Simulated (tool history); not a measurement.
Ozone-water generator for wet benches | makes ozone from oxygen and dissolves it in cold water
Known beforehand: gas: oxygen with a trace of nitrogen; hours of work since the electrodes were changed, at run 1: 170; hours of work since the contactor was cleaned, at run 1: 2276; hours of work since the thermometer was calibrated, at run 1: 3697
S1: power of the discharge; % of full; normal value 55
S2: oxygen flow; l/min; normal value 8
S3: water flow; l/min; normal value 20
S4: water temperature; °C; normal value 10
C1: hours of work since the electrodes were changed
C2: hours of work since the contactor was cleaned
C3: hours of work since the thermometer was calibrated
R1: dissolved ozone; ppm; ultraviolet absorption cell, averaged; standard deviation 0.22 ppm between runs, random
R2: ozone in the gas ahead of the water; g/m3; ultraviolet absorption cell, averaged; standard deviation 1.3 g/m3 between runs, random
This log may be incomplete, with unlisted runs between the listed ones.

run	hour	S1	S2	S3	S4	C1	C2	C3	R1	R2
1	0	55	8	20	10	170	2276	3697	32.1	230.1
2	29	55	8	20	10	196	2303	3723	32.3	231.4
3	43.7	55	8	17	10	210	2316	3737	37.4	229.7
4	57.7	55	8	17	10	223	2329	3749	36.7	232
5	80.6	55	8	17	10	243	2350	3770	36.6	233
6	97.4	55	8	17	10	259	2365	3786	37	232.2
7	116.6	55	8	17	10	276	2382	3803	37	231.2
8	132.6	55	8	17	10	291	2397	3818	36.9	232.9
9	149.4	55	8	17	10	306	2412	3833	36.3	230.4
10	170.1	55	8	17	10	325	2431	3852	37.3	230.8
11	190.9	55	8	20	10	344	2450	3871	32.3	230.8
# hour 196.9: contactor cleaned
12	218	46	8	20	10	365	19	3892	28.5	209
13	231.6	55	8	15	10	377	32	3904	40.3	230.2
14	243.7	55	8	15	10	388	43	3915	40.5	230.1
# hour 253.9: contactor cleaned, once more
15	270.2	55	8	20	7	408	15	3935	34	227.5
16	296.8	56	4.99	20	10	433	39	3960	34	316.7
17	311.8	56	6.7	20	10	446	53	3973	33.5	260.1
18	331.3	56	6.7	20	10	464	70	3991	34	260
19	353.1	56	6.7	20	10	484	90	4011	33.5	262.2
20	371.5	56	5.02	27	13	500	107	4027	23.7	314.1
21	398.8	56	5.02	27	13	525	132	4052	23.9	313.2
22	414.7	56	5.02	27	13	540	146	4067	23.8	313.4
23	429.8	55	8	18	5	553	160	4080	38.8	231.3
24	450.8	45	7.64	18	12	573	179	4100	31.1	211.3
25	470	66	5.38	20	10	590	196	4117	37.5	328
26	496.5	55	5.02	20	13	614	221	4141	32.4	310.4
27	509.4	94	6.21	20	14	626	232	4153	43.3	371.3
28	532.4	55	8	26	10	647	253	4174	25.2	231.3
29	547.8	47	4.28	21	17	661	267	4188	26.4	311
30	563	55	5.42	20	15	675	281	4202	31.3	291.2

Take each entry between the runs: how does the hidden state at the last listed run before it differ from the hidden state at the first listed run after it?
After run 11, before run 12: contactor cleaned (hour 196.9)
  contactor's efficiency, % of a clean one's: 95.1 -> 94.3
  difference, measured minus the result without the unlogged condition, R1: -1.4 -> -1.3 ppm; R2: -2.1 -> -1.8 g/m3
After run 14, before run 15: contactor cleaned, once more (hour 253.9)
  yield of the discharge, % of new electrodes': 98.8 -> 98.7; contactor's efficiency, % of a clean one's: 94.3 -> 99.8
  difference, measured minus the result without the unlogged condition, R1: -1.8 -> -0.6 ppm; R2: -2.4 -> -2.5 g/m3

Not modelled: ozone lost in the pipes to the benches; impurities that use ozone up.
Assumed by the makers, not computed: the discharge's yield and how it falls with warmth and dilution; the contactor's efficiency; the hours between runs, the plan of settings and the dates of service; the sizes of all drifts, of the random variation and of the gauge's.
